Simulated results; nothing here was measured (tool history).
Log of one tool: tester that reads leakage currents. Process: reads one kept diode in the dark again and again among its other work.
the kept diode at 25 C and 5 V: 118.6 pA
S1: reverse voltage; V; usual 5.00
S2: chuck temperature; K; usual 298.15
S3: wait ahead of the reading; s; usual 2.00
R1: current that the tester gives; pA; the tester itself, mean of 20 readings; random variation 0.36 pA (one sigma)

run    hour     S1      S2    S3       R1
  1     0.0   5.00  298.15  2.00   123.49
  2    60.3   5.00  298.15  2.00   123.70
  3   149.0   5.00  298.15  2.00   124.72
  4   231.1   5.00  298.15  2.00   124.81
  5   341.2   5.00  298.15  2.00   125.28
  6   389.5   5.00  298.15  2.00   126.20
  7   447.8   5.00  327.15  2.00  1520.43
  8   504.3   5.00  319.15  2.00   798.23
  9   613.5   5.00  319.15  2.00   804.34
 10   696.8   5.00  299.15  2.00   141.42
 11   771.3   5.00  299.15  2.00   141.14
 12   881.3   5.00  299.15  2.00   142.53
      893.5  -- probe card cleaned and baked
 13   987.9   5.00  299.15  4.93   143.69
 14  1034.4   5.00  299.15  7.99   144.75
 15  1110.7   5.00  298.15  2.00   132.71
 16  1219.2  14.93  298.15  2.00   222.91
 17  1272.5   5.99  310.15  3.00   420.39
 18  1321.7  16.80  304.15  3.00   395.63
 19  1419.4   1.98  325.15  0.77   903.24
 20  1474.7   4.12  309.15  0.77   328.60
     1498.9  -- probe card cleaned and baked, once more
 21  1579.2   4.12  309.15  0.77   326.56
 22  1670.3  14.94  294.15  2.00   144.67
 23  1769.9   2.92  294.15  7.62    71.26
 24  1836.1   3.23  304.15  7.62   190.31
 25  1902.8   3.23  304.15  7.62   190.97
 26  1967.5   3.23  304.15  7.62   191.44
 27  2013.5   3.23  304.15  7.62   191.27
 28  2071.2   2.14  307.15  2.00   210.87
 29  2172.1   2.14  307.15  2.00   210.61

Forecast each of these 5 alternatives for the next run:
  A  2240.4  5.00  332.15  2.00   ?
  B  2240.4  2.14  332.15  2.00   ?
  C  2240.4  1.75  325.15  4.47   ?
  D  2240.4  7.24  297.15  4.20   ?
  E  2240.4  5.00  301.15  2.00   ?

run       R1
  A  2390.66
  B  1649.15
  C   876.60
  D   146.32
  E   179.14
Without the tool's hidden state the same runs would have given:
run       R1
  A  2167.93
  B  1495.87
  C   791.85
  D   127.88
  E   158.10
